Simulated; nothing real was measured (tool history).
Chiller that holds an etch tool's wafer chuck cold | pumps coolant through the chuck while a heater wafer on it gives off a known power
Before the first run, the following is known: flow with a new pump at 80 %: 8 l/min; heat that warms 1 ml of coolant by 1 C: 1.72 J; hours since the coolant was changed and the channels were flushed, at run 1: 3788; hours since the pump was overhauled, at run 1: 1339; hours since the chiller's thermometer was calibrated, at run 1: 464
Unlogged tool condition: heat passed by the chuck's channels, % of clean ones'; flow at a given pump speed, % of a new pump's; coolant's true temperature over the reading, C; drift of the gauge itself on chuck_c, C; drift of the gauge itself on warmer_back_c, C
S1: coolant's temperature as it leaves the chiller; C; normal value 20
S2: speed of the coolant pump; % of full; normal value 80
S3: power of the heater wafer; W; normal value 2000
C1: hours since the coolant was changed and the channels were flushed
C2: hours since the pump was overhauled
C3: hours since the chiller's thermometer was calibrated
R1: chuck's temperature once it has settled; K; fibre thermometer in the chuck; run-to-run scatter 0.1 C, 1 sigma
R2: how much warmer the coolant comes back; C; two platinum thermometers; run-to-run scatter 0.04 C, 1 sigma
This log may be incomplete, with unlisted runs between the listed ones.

run,hour,S1,S2,S3,C1,C2,C3,R1,R2
1,0,20,80,2000,3788,1339,464,312.05,8.88
2,30.5,20,80,2000,3818,1370,494,311.85,8.84
3,78.5,20,80,2000,3866,1418,542,311.95,8.91
4,110.4,20,80,2000,3898,1450,574,311.95,8.88
5,147.8,20,80,2000,3935,1487,612,312.15,8.91
6,193.1,20,80,2000,3981,1533,657,311.95,8.91
7,239.6,20,80,2000,4027,1579,704,312.25,8.86
8,281.7,20,80,2000,4069,1621,746,311.75,8.97
9,304.3,20,80,1959,4092,1644,768,311.55,8.75
10,349.1,20,80,1959,4137,1689,813,311.65,8.74
11,388.3,20,80,1959,4176,1728,852,311.75,8.79
12,412.8,20,80,1959,4200,1752,877,311.95,8.77
13,444.9,20,80,1959,4232,1784,909,311.75,8.76
14,476.9,20,80,1959,4264,1816,941,311.75,8.72
15,502.1,20,80,1959,4290,1842,966,311.65,8.84
16,527.8,20,80,2000,4315,1867,992,312.15,8.97
17,561.2,20,80,2000,4349,1901,1025,312.35,8.99
# hour 565.4: chiller's thermometer calibrated
18,589.9,26,80,2000,4376,1928,24,318.25,9.01
19,618.7,16,80,2669,4405,1957,53,314.65,12.01
20,645.1,19,91,1311,4432,1984,80,303.55,5.16
21,670.3,11,74,1307,4457,2009,105,297.05,6.41
22,696.2,20,80,1480,4483,2035,131,307.25,6.72
23,717.8,23,82,1126,4504,2056,152,306.75,4.97
24,759.9,23,82,1126,4546,2098,195,306.65,5.01
25,794.6,12,80,2702,4581,2133,229,311.05,12.19
26,840.3,23,80,1615,4627,2179,275,311.45,7.34
# hour 849.6: chiller's thermometer calibrated, once more
27,887.7,23,80,1615,4673,2225,38,311.75,7.35
28,933.2,11,80,1451,4719,2271,84,298.25,6.58
29,974.4,13,72,1298,4760,2312,125,299.55,6.6
30,1004.3,13,72,1298,4790,2342,155,299.75,6.54
31,1034,16,81,2633,4819,2371,184,314.55,11.78

What if the next run were any one of these 5? Each begins from the tool's condition after run 31:
A,1074,16,70,1373,4860,2411,224,?,?
B,1074,13,96,1241,4860,2411,224,?,?
C,1074,14,93,1449,4860,2411,224,?,?
D,1074,17,80,1191,4860,2411,224,?,?
E,1074,13,81,2633,4860,2411,224,?,?

run,R1,R2
A,303.55,7.2
B,296.95,4.66
C,299.85,5.65
D,301.95,5.42
E,311.55,11.8
Stripped of hidden state, with their random variation kept, the same runs would have yielded:
run,R1,R2
A,302.05,6.9
B,295.75,4.47
C,298.45,5.42
D,300.65,5.2
E,308.75,11.31
